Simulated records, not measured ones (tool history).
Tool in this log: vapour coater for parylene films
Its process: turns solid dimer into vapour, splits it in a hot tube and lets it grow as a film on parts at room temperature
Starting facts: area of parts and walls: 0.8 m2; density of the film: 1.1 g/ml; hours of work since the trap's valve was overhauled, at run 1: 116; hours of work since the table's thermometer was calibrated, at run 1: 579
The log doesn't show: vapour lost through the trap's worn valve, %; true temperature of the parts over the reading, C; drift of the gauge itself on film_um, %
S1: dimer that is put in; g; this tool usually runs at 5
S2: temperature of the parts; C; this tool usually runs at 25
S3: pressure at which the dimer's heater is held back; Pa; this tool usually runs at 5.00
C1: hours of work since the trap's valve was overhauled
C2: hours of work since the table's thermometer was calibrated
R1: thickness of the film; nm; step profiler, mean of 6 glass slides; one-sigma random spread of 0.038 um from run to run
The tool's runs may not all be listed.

run 1 hour=0.0 | S1=5 S2=25 S3=5.00 | C1=116 C2=579 | R1=3980
run 2 hour=26.1 | S1=5 S2=25 S3=2.01 | C1=132 C2=595 | R1=4180
run 3 hour=45.9 | S1=5 S2=25 S3=2.01 | C1=144 C2=607 | R1=4210
run 4 hour=77.3 | S1=5 S2=34 S3=2.01 | C1=163 C2=626 | R1=2850
run 5 hour=103.2 | S1=5 S2=34 S3=2.01 | C1=179 C2=642 | R1=2810
run 6 hour=128.6 | S1=5 S2=34 S3=2.01 | C1=194 C2=657 | R1=2870
run 7 hour=154.2 | S1=5 S2=34 S3=2.01 | C1=210 C2=673 | R1=2800
run 8 hour=176.6 | S1=5 S2=34 S3=2.01 | C1=223 C2=686 | R1=2800
run 9 hour=197.5 | S1=5 S2=34 S3=2.01 | C1=236 C2=699 | R1=2800
run 10 hour=226.4 | S1=5 S2=34 S3=2.01 | C1=253 C2=716 | R1=2710
run 11 hour=242.6 | S1=5 S2=34 S3=2.01 | C1=263 C2=726 | R1=2790
run 12 hour=259.7 | S1=5 S2=34 S3=2.01 | C1=273 C2=736 | R1=2790
run 13 hour=285.2 | S1=5 S2=25 S3=8.68 | C1=289 C2=752 | R1=3760
run 14 hour=300.7 | S1=5 S2=25 S3=8.68 | C1=298 C2=761 | R1=3800
run 15 hour=317.4 | S1=5 S2=25 S3=8.68 | C1=308 C2=771 | R1=3770
-- hour=331.9 trap's valve overhauled
run 16 hour=339.2 | S1=5 S2=25 S3=8.68 | C1=4 C2=782 | R1=3810
run 17 hour=368.9 | S1=5 S2=25 S3=8.68 | C1=22 C2=800 | R1=3810
-- hour=385.7 table's thermometer calibrated
run 18 hour=392.6 | S1=5 S2=25 S3=8.68 | C1=36 C2=4 | R1=3880
run 19 hour=412.0 | S1=5 S2=25 S3=8.68 | C1=48 C2=16 | R1=3850
run 20 hour=429.1 | S1=5 S2=25 S3=8.68 | C1=58 C2=26 | R1=3770
run 21 hour=449.9 | S1=8 S2=32 S3=10.94 | C1=71 C2=39 | R1=4440
run 22 hour=478.7 | S1=8 S2=32 S3=10.94 | C1=88 C2=56 | R1=4540
run 23 hour=504.1 | S1=4 S2=32 S3=10.94 | C1=104 C2=72 | R1=2210
run 24 hour=531.8 | S1=4 S2=22 S3=10.94 | C1=120 C2=88 | R1=3450
run 25 hour=561.7 | S1=5 S2=36 S3=5.00 | C1=138 C2=106 | R1=2460
run 26 hour=592.2 | S1=5 S2=36 S3=5.00 | C1=157 C2=125 | R1=2430
run 27 hour=614.9 | S1=5 S2=36 S3=5.00 | C1=170 C2=139 | R1=2460
run 28 hour=639.3 | S1=5 S2=36 S3=9.70 | C1=185 C2=153 | R1=2300
run 29 hour=664.4 | S1=5 S2=18 S3=9.70 | C1=200 C2=168 | R1=5170
run 30 hour=697.0 | S1=8 S2=34 S3=5.00 | C1=220 C2=188 | R1=4290
run 31 hour=721.4 | S1=5 S2=22 S3=5.00 | C1=235 C2=203 | R1=4460
run 32 hour=748.6 | S1=3 S2=21 S3=5.55 | C1=251 C2=219 | R1=2810
run 33 hour=765.3 | S1=5 S2=37 S3=3.10 | C1=261 C2=229 | R1=2390

Alternative continuations, all from the tool just after run 33; predict every row:
run A hour=785.0 | S1=2 S2=37 S3=3.29 | C1=273 C2=241 | R1=?
run B hour=785.0 | S1=5 S2=22 S3=10.42 | C1=273 C2=241 | R1=?
run C hour=785.0 | S1=5 S2=21 S3=8.94 | C1=273 C2=241 | R1=?

run=A R1=910
run=B R1=4340
run=C R1=4490
Had the tool no hidden state, the same runs would have come out as:
run=A R1=910
run=B R1=4350
run=C R1=4500
